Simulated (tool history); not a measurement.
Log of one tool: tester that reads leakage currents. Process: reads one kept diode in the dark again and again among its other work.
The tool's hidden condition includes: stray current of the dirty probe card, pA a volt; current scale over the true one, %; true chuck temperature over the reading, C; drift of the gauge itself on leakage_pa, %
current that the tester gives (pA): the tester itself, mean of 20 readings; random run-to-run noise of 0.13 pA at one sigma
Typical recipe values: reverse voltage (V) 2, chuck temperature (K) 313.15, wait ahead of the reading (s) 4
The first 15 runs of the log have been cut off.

run    hour  reverse voltage (V)  chuck temperature (K)  wait ahead of the reading (s)  hours of work since the probe card was cleaned  hours of work since the tester was calibrated  hours of work since the chuck was calibrated  current that the tester gives (pA)
 16   872.9                    2                 313.15                              4                                            2871                                            301                                          1529                               40.89
        898  -- probe card cleaned and baked
 17   933.6                    2                 313.15                           4.82                                              24                                            340                                          1568                                40.9
 18  1011.8                    2                 313.15                           4.82                                              76                                            392                                          1620                               40.79
 19  1086.1                 2.16                 295.15                           0.36                                             126                                            441                                          1670                               10.48
 20  1130.7                    2                 323.15                           1.86                                             155                                            471                                          1700                               86.03
 21  1219.2                 3.74                 312.15                           1.52                                             214                                            530                                          1759                               53.58
 22  1310.1                  1.7                 310.15                           0.37                                             275                                            591                                          1819                               30.07
 23  1360.6                  1.7                 310.15                           0.37                                             309                                            625                                          1853                               30.04
 24  1411.4                  1.7                 310.15                           0.37                                             343                                            659                                          1887                                  30
 25  1487.3                12.81                 310.15                           1.67                                             393                                            709                                          1938                               88.78
 26  1553.8                    2                 326.15                           0.82                                             438                                            754                                          1982                              106.63
 27  1618.8                 1.36                 296.15                           0.82                                             481                                            797                                          2025                                8.47
 28  1674.5                10.48                 306.15                           0.82                                             519                                            834                                          2063                               58.96
     1707.5  -- chuck's temperature calibrated
 29  1751.9                10.48                 306.15                           0.82                                             569                                            885                                            30                               58.96
 30  1828.3                 6.03                 313.15                           0.42                                             620                                            936                                            81                               75.32
 31  1893.3                    2                 309.15                            2.7                                             663                                            979                                           124                               30.06
 32  1983.6                 2.99                 316.15                           4.54                                             724                                           1039                                           184                               64.14
 33  2024.6                 1.65                 325.15                           4.54                                             751                                           1067                                           212                               89.72
 34    2096                 1.65                 325.15                           4.54                                             799                                           1114                                           259                                89.9
 35  2135.2                 4.81                 297.15                           0.41                                             825                                           1141                                           286                               19.12

Branching from run 35: 4 alternative next runs. What would each branch give?
  A  2176.8                 4.81                 297.15                            1.6                                             853                                           1168                                           313                                   ?
  B  2176.8                11.58                 299.15                              4                                             853                                           1168                                           313                                   ?
  C  2176.8                  5.1                 324.15                           6.36                                             853                                           1168                                           313                                   ?
  D  2176.8                 4.81                 302.15                           0.41                                             853                                           1168                                           313                                   ?

run  current that the tester gives (pA)
  A                               18.43
  B                                34.8
  C                              153.86
  D                               28.43
Without the tool's unlogged condition, the same runs would have read:
run  current that the tester gives (pA)
  A                               18.42
  B                               34.77
  C                              153.89
  D                               28.43
